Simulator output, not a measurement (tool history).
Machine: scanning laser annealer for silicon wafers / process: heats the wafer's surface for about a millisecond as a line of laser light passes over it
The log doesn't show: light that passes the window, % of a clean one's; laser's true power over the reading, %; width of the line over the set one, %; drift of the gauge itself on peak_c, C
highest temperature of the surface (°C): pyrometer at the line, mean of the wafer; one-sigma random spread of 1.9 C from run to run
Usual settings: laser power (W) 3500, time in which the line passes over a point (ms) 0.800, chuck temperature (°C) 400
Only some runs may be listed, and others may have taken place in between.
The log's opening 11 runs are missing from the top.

run	day	laser power (W)	time in which the line passes over a point (ms)	chuck temperature (°C)	hours of work since the window was cleaned	hours of work since the power meter was calibrated	hours of work since the optics were aligned	highest temperature of the surface (°C)
12	5.721	3815	0.800	400	582	582	127	1173
13	6.146	3815	0.800	400	590	590	135	1171
14	6.433	3815	0.800	400	595	595	140	1174
15	6.829	3500	0.800	400	603	603	148	1095
16	7.342	3500	0.800	400	612	612	157	1099
17	7.692	3500	0.800	400	619	619	163	1098
18	8.229	3541	0.800	400	628	628	173	1104
19	8.712	3723	0.800	400	637	637	182	1146
20	9.262	3723	0.800	400	648	648	192	1151
21	9.833	3368	0.967	403	658	658	203	1134
22	10.392	3336	0.572	376	668	668	213	925
23	11.058	3336	0.572	376	681	681	226	929
24	11.379	3427	0.572	376	687	687	232	948
25	11.779	3427	0.572	376	694	694	239	947
26	12.158	3427	0.662	376	701	701	246	984

Run 27 has not been measured yet. What should we expect?
27	12.554	3427	0.662	376	708	708	253	?

{"run 27": {"highest temperature of the surface (°C)": 986}}
Without the tool's hidden state the same run would have given highest temperature of the surface (°C) 1017.

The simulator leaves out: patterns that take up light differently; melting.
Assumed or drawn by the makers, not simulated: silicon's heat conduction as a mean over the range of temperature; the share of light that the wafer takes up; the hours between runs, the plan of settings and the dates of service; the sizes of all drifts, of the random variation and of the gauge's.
